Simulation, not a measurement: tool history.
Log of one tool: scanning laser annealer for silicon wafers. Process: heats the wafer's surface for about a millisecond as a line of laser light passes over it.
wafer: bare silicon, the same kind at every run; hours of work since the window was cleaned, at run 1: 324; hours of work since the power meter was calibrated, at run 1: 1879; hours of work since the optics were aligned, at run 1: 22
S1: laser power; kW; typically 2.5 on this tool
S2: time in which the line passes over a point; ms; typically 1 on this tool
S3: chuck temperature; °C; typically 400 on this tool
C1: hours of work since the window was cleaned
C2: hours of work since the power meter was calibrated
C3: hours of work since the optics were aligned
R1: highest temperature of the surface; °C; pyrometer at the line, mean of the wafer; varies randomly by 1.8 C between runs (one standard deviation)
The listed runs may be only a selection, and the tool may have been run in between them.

Run 1, hour 0: usual settings; C1 324; C2 1879; C3 22. Result: R1 1208 °C.
Run 2, hour 64.9: usual settings; C1 358; C2 1912; C3 56. Result: R1 1208 °C.
At hour 156.8: window over the wafer cleaned.
Run 3, hour 156.8: usual settings; C1 0; C2 1959; C3 102. Result: R1 1221 °C.
Run 4, hour 227.1: usual settings; C1 36; C2 1995; C3 139. Result: R1 1219 °C.
Run 5, hour 288.3: usual settings but S3 414 °C; C1 68; C2 2027; C3 171. Result: R1 1230 °C.
Run 6, hour 348.2: usual settings but S3 414 °C; C1 99; C2 2058; C3 202. Result: R1 1229 °C.
Run 7, hour 387.2: usual settings; C1 120; C2 2079; C3 222. Result: R1 1214 °C.
Run 8, hour 458.4: usual settings; C1 157; C2 2115; C3 259. Result: R1 1211 °C.
Run 9, hour 510.1: usual settings but S2 0.82 ms; C1 183; C2 2142; C3 286. Result: R1 1140 °C.
Run 10, hour 597.7: usual settings; C1 229; C2 2188; C3 331. Result: R1 1205 °C.
Run 11, hour 686.7: usual settings; C1 275; C2 2234; C3 377. Result: R1 1205 °C.
Run 12, hour 774.7: usual settings; C1 321; C2 2280; C3 423. Result: R1 1202 °C.
Run 13, hour 850: usual settings; C1 360; C2 2319; C3 462. Result: R1 1200 °C.
Run 14, hour 888.6: usual settings but S2 0.7 ms; C1 380; C2 2339; C3 482. Result: R1 1086 °C.
At hour 898.1: optics aligned, line set to its width.
At hour 947.9: window over the wafer cleaned.
Run 15, hour 974.4: usual settings but S1 2.741 kW, S2 1.04 ms, S3 392 °C; C1 14; C2 2380; C3 39. Result: R1 1292 °C.
Run 16, hour 1046: usual settings but S1 2.741 kW, S2 1.04 ms, S3 404 °C; C1 51; C2 2417; C3 76. Result: R1 1301 °C.
At hour 1077.7: optics aligned, line set to its width, once more.
Run 17, hour 1139.6: usual settings but S1 2.741 kW, S2 1.04 ms, S3 404 °C; C1 97; C2 2463; C3 32. Result: R1 1320 °C.
Run 18, hour 1215.4: usual settings but S1 2.741 kW, S2 1.04 ms, S3 404 °C; C1 136; C2 2502; C3 71. Result: R1 1320 °C.
Run 19, hour 1283: usual settings but S1 2.741 kW, S2 1.1 ms, S3 428 °C; C1 171; C2 2537; C3 107. Result: R1 1362 °C.
Run 20, hour 1322.4: usual settings but S1 2.73 kW, S2 0.74 ms, S3 428 °C; C1 192; C2 2558; C3 127. Result: R1 1209 °C.
Run 21, hour 1392.1: usual settings but S1 2.73 kW, S2 0.74 ms, S3 428 °C; C1 228; C2 2594; C3 163. Result: R1 1209 °C.
Run 22, hour 1463: usual settings but S1 2.73 kW, S2 0.74 ms, S3 419 °C; C1 265; C2 2631; C3 200. Result: R1 1193 °C.
Run 23, hour 1520.6: usual settings but S1 2.394 kW, S2 1.13 ms, S3 407 °C; C1 295; C2 2661; C3 230. Result: R1 1211 °C.
Run 24, hour 1607.1: usual settings but S1 2.391 kW, S2 1.15 ms; C1 340; C2 2705; C3 275. Result: R1 1208 °C.
Run 25, hour 1692.2: usual settings but S2 0.91 ms, S3 436 °C; C1 384; C2 2750; C3 319. Result: R1 1202 °C.
At hour 1734.1: window over the wafer cleaned.
Run 26, hour 1776.5: usual settings but S2 0.91 ms, S3 436 °C; C1 22; C2 2792; C3 362. Result: R1 1214 °C.
Run 27, hour 1831.4: usual settings but S1 2.305 kW, S2 1.19 ms, S3 389 °C; C1 51; C2 2821; C3 390. Result: R1 1186 °C.
Run 28, hour 1890.7: usual settings but S1 2.537 kW, S2 0.95 ms, S3 378 °C; C1 81; C2 2852; C3 421. Result: R1 1179 °C.

A few steps of R1 between consecutive runs. Split each: what settings, incoming material and random variation would produce without the hidden state, and what is left over for the hidden state, along with gauge scatter present in only one of the two compared results (measured, and without hidden state):
The tool's hidden condition here consists of: light that passes the window, % of a clean one's; laser's true power over the reading, %; width of the line over the set one, %; drift of the gauge itself on peak_c, C.
Run 2 -> 3: window over the wafer cleaned. R1 +13 °C: hidden state +15, all else -2.
Run 14 -> 15: S1 2.5 -> 2.741, S2 0.7 -> 1.04, S3 400 -> 392, optics aligned, line set to its width, window over the wafer cleaned. R1 +206 °C: hidden state -5, all else +211.
Run 16 -> 17: optics aligned, line set to its width, once more. R1 +19 °C: hidden state +19, all else +0.
Run 19 -> 20: S1 2.741 -> 2.73, S2 1.1 -> 0.74. R1 -153 °C: hidden state +3, all else -156.

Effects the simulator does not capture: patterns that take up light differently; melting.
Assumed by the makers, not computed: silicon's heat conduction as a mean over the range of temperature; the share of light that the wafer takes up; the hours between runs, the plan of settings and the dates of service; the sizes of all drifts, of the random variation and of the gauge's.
